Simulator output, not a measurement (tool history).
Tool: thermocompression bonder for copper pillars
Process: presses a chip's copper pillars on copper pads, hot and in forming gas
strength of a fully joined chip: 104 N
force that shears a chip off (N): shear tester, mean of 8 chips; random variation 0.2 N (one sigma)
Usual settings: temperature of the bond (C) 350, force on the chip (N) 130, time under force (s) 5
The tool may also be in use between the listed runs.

| run | day | temperature of the bond (C) | force on the chip (N) | time under force (s) | force that shears a chip off (N) |
|---|---|---|---|---|---|
| 1 | 0 | 350 | 130 | 5 | 39.8 |
| 2 | 1.15 | 350 | 130 | 5 | 39.3 |
| 3 | 2.429 | 350 | 130 | 5 | 39.5 |
| 4 | 3.042 | 371 | 130 | 5 | 48.6 |
| 5 | 3.962 | 371 | 130 | 5 | 48.4 |
| 6 | 5.388 | 371 | 130 | 5 | 48.1 |
| 7 | 6.3 | 374 | 130 | 5 | 49.3 |
| 8 | 7.321 | 350 | 118 | 5 | 34.8 |
| 9 | 8.288 | 350 | 130 | 6 | 41.5 |
| 10 | 9.321 | 350 | 130 | 5 | 38.5 |
| 11 | 10.562 | 350 | 130 | 5 | 38.4 |
| 12 | 11.162 | 350 | 130 | 5 | 38.8 |
| 13 | 12.104 | 350 | 130 | 5 | 38.1 |
| 14 | 13.258 | 350 | 130 | 5 | 38 |
|  | 14.321 | forming gas filter changed |
| 15 | 14.571 | 350 | 130 | 5 | 41 |
| 16 | 15.379 | 350 | 130 | 5 | 41.2 |
| 17 | 16.367 | 350 | 130 | 5 | 40.9 |
| 18 | 17.017 | 350 | 130 | 5 | 41.1 |
| 19 | 18.129 | 350 | 130 | 5 | 40.7 |
| 20 | 18.779 | 350 | 130 | 9 | 50.3 |
| 21 | 19.825 | 350 | 101 | 9 | 39.2 |
| 22 | 21.15 | 350 | 97 | 5 | 29.5 |
| 23 | 22.3 | 357 | 97 | 5 | 31.9 |
| 24 | 23.062 | 350 | 166 | 3 | 42.7 |
| 25 | 23.742 | 340 | 104 | 7 | 32.4 |
| 26 | 24.538 | 330 | 138 | 5 | 33.7 |
| 27 | 25.688 | 366 | 130 | 10 | 59.5 |
| 28 | 26.275 | 366 | 130 | 10 | 59.4 |
| 29 | 27.162 | 320 | 193 | 5 | 42.9 |
| 30 | 27.788 | 365 | 130 | 9 | 56.3 |
| 31 | 28.808 | 373 | 130 | 9 | 59.8 |
| 32 | 30.217 | 343 | 163 | 5 | 45.7 |
| 33 | 31.538 | 366 | 137 | 4 | 44.9 |
| 34 | 32.279 | 366 | 137 | 4 | 44.9 |
| 35 | 33.271 | 323 | 79 | 5 | 16.1 |
| 36 | 34.1 | 366 | 130 | 13 | 62.3 |
| 37 | 35.383 | 366 | 130 | 4 | 42.2 |
| 38 | 36.196 | 366 | 130 | 4 | 42 |
| 39 | 37.162 | 350 | 128 | 5 | 38.2 |
| 40 | 38.375 | 350 | 153 | 5 | 45.2 |

Forecast each of these 3 alternatives for the next run:
| A | 39.625 | 351 | 147 | 5 | ? |
| B | 39.625 | 350 | 153 | 9 | ? |
| C | 39.625 | 350 | 157 | 5 | ? |

| run | force that shears a chip off (N) |
|---|---|
| A | 44.1 |
| B | 55 |
| C | 46.1 |
Without the tool's hidden state the same runs would have given:
| run | force that shears a chip off (N) |
|---|---|
| A | 46.1 |
| B | 57.7 |
| C | 48.3 |
